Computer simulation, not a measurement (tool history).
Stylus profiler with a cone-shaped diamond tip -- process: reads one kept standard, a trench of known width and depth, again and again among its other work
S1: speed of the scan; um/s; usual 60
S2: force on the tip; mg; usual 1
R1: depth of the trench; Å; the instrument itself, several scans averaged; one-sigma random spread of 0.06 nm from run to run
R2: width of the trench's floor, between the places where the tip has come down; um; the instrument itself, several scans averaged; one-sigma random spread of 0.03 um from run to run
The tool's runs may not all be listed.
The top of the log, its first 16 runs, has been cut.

run 17 hour=238.3 | S1=236 S2=1.8 | R1=1008.9 R2=26.88
run 18 hour=250.5 | S1=20 S2=0.49 | R1=1002.9 R2=28.07
run 19 hour=264.1 | S1=50 S2=2.07 | R1=1009.7 R2=28.09
run 20 hour=283.1 | S1=50 S2=2.07 | R1=1010.6 R2=28.15
run 21 hour=296.4 | S1=122 S2=2.01 | R1=1009.6 R2=27.61
run 22 hour=306.8 | S1=60 S2=0.91 | R1=1005.6 R2=27.78
run 23 hour=321.1 | S1=112 S2=0.44 | R1=1001.5 R2=27.02
run 24 hour=333.6 | S1=124 S2=0.53 | R1=1003.4 R2=26.91
run 25 hour=345.6 | S1=23 S2=2.93 | R1=1013.5 R2=28.23
run 26 hour=363.4 | S1=26 S2=2.63 | R1=1011.9 R2=28.21
run 27 hour=381.2 | S1=49 S2=0.82 | R1=1004.2 R2=27.88
run 28 hour=394.9 | S1=49 S2=0.82 | R1=1004.2 R2=27.84
run 29 hour=413.4 | S1=53 S2=0.39 | R1=1001.8 R2=27.61
run 30 hour=421.7 | S1=214 S2=0.71 | R1=1002.6 R2=26.22

5 ways to go on from here, each from the tool as it stands after run 30. What would each give?
run A hour=440 | S1=147 S2=0.71 | R1=? R2=?
run B hour=440 | S1=147 S2=0.34 | R1=? R2=?
run C hour=440 | S1=59 S2=0.56 | R1=? R2=?
run D hour=440 | S1=17 S2=0.97 | R1=? R2=?
run E hour=440 | S1=63 S2=0.44 | R1=? R2=?

run=A R1=1003.3 R2=26.91
run=B R1=1000.7 R2=26.25
run=C R1=1002.5 R2=27.66
run=D R1=1005.7 R2=28.16
run=E R1=1002.2 R2=27.53
Had the tool no hidden state, the same runs would have come out as:
run=A R1=1005.8 R2=27.19
run=B R1=1003.1 R2=26.53
run=C R1=1005 R2=27.95
run=D R1=1008.1 R2=28.44
run=E R1=1004.6 R2=27.81

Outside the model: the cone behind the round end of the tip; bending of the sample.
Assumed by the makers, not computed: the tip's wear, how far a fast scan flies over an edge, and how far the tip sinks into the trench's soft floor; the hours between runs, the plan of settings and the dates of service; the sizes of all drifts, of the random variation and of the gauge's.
